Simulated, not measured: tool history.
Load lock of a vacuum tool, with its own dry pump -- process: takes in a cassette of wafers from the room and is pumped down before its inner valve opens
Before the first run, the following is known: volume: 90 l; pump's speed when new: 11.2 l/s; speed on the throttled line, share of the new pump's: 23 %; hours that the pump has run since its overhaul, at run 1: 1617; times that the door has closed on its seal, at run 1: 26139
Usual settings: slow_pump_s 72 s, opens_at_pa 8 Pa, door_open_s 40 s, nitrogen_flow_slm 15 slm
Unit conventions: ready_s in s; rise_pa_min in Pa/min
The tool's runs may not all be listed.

| run | hour | slow_pump_s | opens_at_pa | door_open_s | nitrogen_flow_slm | hours that the pump has run since its overhaul | times that the door has closed on its seal | incoming humidity of the room's air, % | ready_s | rise_pa_min |
|---|---|---|---|---|---|---|---|---|---|---|
| 1 | 0 | 72 | 8 | 40 | 15 | 1617 | 26139 | 45.3 | 135.5 | 0.289 |
| 2 | 319.5 | 72 | 13 | 40 | 15 | 1936 | 27036 | 43.9 | 129 | 0.285 |
| 3 | 691.7 | 72 | 13 | 40 | 15 | 2309 | 28082 | 41.2 | 130.5 | 0.316 |
| 4 | 1109.8 | 72 | 13 | 40 | 15 | 2727 | 29256 | 45.5 | 130.4 | 0.333 |
| 5 | 1576.4 | 72 | 13 | 40 | 15 | 3193 | 30567 | 42.5 | 130.8 | 0.352 |
| 6 | 2033 | 72 | 13 | 38 | 15 | 3650 | 31850 | 47.1 | 131.2 | 0.364 |
| 7 | 2634.4 | 72 | 13 | 38 | 15 | 4251 | 33539 | 48.5 | 132.4 | 0.412 |
| 8 | 3036.9 | 72 | 13 | 38 | 15 | 4654 | 34670 | 43.5 | 132.4 | 0.434 |
| 9 | 3622.6 | 72 | 8 | 146 | 15 | 5239 | 36315 | 42.6 | 137.3 | 0.497 |
| 10 | 4012.2 | 72 | 8 | 146 | 15 | 5629 | 37409 | 44.4 | 136.2 | 0.517 |
|  | 4242.6 | door's seal changed, seat wiped |
| 11 | 4472.3 | 73 | 8 | 146 | 15 | 6088 | 645 | 47.6 | 137.7 | 0.075 |
| 12 | 4792 | 73 | 8 | 146 | 15 | 6407 | 1543 | 41.6 | 137.9 | 0.069 |
| 13 | 5315.9 | 72 | 8 | 40 | 15 | 6931 | 3015 | 42.4 | 136.8 | 0.052 |
| 14 | 5719.7 | 106 | 11 | 66 | 34 | 7335 | 4149 | 43 | 162.1 | 0.052 |
| 15 | 6280.6 | 93 | 10 | 39 | 17 | 7896 | 5724 | 45.6 | 151.1 | 0.071 |
| 16 | 6995 | 72 | 15 | 39 | 15 | 8610 | 7731 | 45.8 | 132.8 | 0.082 |
| 17 | 7377.8 | 77 | 8 | 40 | 7 | 8993 | 8806 | 45.2 | 142.1 | 0.094 |
| 18 | 8055.3 | 77 | 8 | 40 | 7 | 9671 | 10710 | 43.8 | 143.4 | 0.113 |
| 19 | 8686.3 | 77 | 8 | 40 | 7 | 10302 | 12482 | 45.2 | 144.6 | 0.124 |
| 20 | 9162.2 | 54 | 8 | 77 | 15 | 10778 | 13819 | 46.6 | 128.6 | 0.145 |
| 21 | 9473.9 | 53 | 6 | 55 | 4 | 11089 | 14695 | 45.7 | 128.8 | 0.153 |
| 22 | 9832.4 | 76 | 8 | 29 | 15 | 11448 | 15702 | 44.2 | 143.8 | 0.146 |
| 23 | 10459.3 | 72 | 12 | 74 | 15 | 12075 | 17463 | 43.4 | 138.1 | 0.172 |
| 24 | 11007.9 | 39 | 8 | 40 | 15 | 12623 | 19004 | 47.2 | 118.5 | 0.198 |
| 25 | 11603.1 | 77 | 8 | 40 | 15 | 13218 | 20676 | 44.9 | 146.6 | 0.214 |
| 26 | 12291.8 | 77 | 7 | 40 | 15 | 13907 | 22610 | 43.7 | 149.9 | 0.238 |

Hidden state or all else? Some run-to-run changes of ready_s, split into what the settings, what came in and random variation would give without the hidden state, and what is left for the hidden state (with any gauge scatter that isn't in both results):
Hidden state present: pump's speed, % of a new pump's; leak at the door's seal, Pa l/s; drift of the gauge itself on ready_s, %; drift of the gauge itself on rise_pa_min, %.
Run 13 -> 14: slow_pump_s 72 -> 106, opens_at_pa 8 -> 11, door_open_s 40 -> 66, nitrogen_flow_slm 15 -> 34. ready_s +25.3 s: hidden state -0.7, all else +26.
Run 19 -> 20: slow_pump_s 77 -> 54, door_open_s 40 -> 77, nitrogen_flow_slm 7 -> 15. ready_s -16 s: hidden state +1.3, all else -17.3.
Run 23 -> 24: slow_pump_s 72 -> 39, opens_at_pa 12 -> 8, door_open_s 74 -> 40. ready_s -19.6 s: hidden state +2.6, all else -22.2.
Run 24 -> 25: slow_pump_s 39 -> 77. ready_s +28.1 s: hidden state -1.3, all else +29.4.
